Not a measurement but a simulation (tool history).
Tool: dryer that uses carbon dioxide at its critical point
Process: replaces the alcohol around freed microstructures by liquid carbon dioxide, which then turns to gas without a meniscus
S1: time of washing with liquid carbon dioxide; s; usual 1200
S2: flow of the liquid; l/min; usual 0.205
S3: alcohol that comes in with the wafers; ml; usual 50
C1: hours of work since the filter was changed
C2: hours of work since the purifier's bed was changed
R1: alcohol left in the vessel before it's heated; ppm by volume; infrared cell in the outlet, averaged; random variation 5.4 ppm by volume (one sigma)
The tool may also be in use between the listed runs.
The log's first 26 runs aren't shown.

run    hour    S1     S2  S3   C1   C2    R1
 27   602.2  1200  0.205  22  263  576   241
 28   620.6  1020  0.137  37  277  590  2518
 29   641.3  1920  0.234  38  294  606   151
 30   659.4   960  0.216  38  308  621   612
 31   674.6   960  0.216  38  320  632   617
 32   698.2   960  0.216  38  338  651   613
 33   724.1  1860  0.267  50  358  671   170
 34   756.4   960  0.271  81  384  697   453
 35   786.8   960  0.271  81  408  721   479
 36   806.1  1200  0.221  39  423  736   316
 37   826.0  1440  0.213  32  438  751   223
 38   846.5  1440  0.298  32  455  767   190
      853.3  -- inlet filter changed
 39   880.2  1620  0.298  32   21  793   187
 40   911.9  1680  0.263  40   46  818   200
 41   944.4  1680  0.192  27   72  843   210
 42   965.4  1680  0.192  27   88  860   219
 43   983.5   780  0.151  28  102  874  2922
 44  1015.0   780  0.151  28  127  899  2971
 45  1035.0  1860  0.298  50  143  915   229
 46  1051.0  1860  0.298  50  155  927   227
 47  1076.0  1860  0.298  50  175  947   233

3 ways to go on from here, each from the tool as it stands after run 47. What would each give?
  A  1090.4  1200  0.136   23  186  958   ?
  B  1090.4  1860  0.298   50  186  958   ?
  C  1090.4  1200  0.205  104  186  958   ?

run   R1
  A  969
  B  236
  C  617
Without the tool's hidden state the same runs would have given:
run   R1
  A  571
  B   10
  C  264
